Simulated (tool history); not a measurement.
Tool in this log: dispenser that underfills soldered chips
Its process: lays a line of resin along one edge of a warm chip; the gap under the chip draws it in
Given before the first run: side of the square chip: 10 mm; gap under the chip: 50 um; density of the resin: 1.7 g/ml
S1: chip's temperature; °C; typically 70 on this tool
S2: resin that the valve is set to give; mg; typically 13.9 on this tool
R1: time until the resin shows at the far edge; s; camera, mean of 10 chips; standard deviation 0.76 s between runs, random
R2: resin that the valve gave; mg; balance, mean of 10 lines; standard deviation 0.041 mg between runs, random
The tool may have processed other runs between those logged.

run,day,S1,S2,R1,R2
1,0.000,70,13.9,123.1,13.90
# day 0.288: new syringe of resin
2,0.292,77,13.9,58.3,13.85
3,0.454,77,15.5,74.1,15.43
4,0.608,77,15.5,92.9,15.40
5,0.792,77,16.3,121.1,16.21
# day 0.921: new syringe of resin
6,1.121,64,16.3,116.1,16.10
7,1.333,64,16.3,160.0,16.11
8,1.467,64,16.3,195.0,16.06
# day 1.554: new syringe of resin
9,1.667,62,16.8,108.6,16.58
10,1.912,64,13.8,146.4,13.59

Consider 5 possible next runs. They are alternatives, not a sequence: every one starts from the tool as it was left by run 10. What does each give?
A,2.062,74,13.5,?,?
B,2.062,83,16.8,?,?
C,2.062,70,16.4,?,?
D,2.062,62,13.9,?,?
E,2.062,57,13.8,?,?

run,R1,R2
A,135.2,13.33
B,105.0,16.49
C,150.9,16.15
D,197.6,13.69
E,232.4,13.57
Had the tool no hidden state, the same runs would have come out as:
run,R1,R2
A,61.7,13.55
B,48.2,16.75
C,68.8,16.42
D,90.2,13.92
E,106.2,13.79
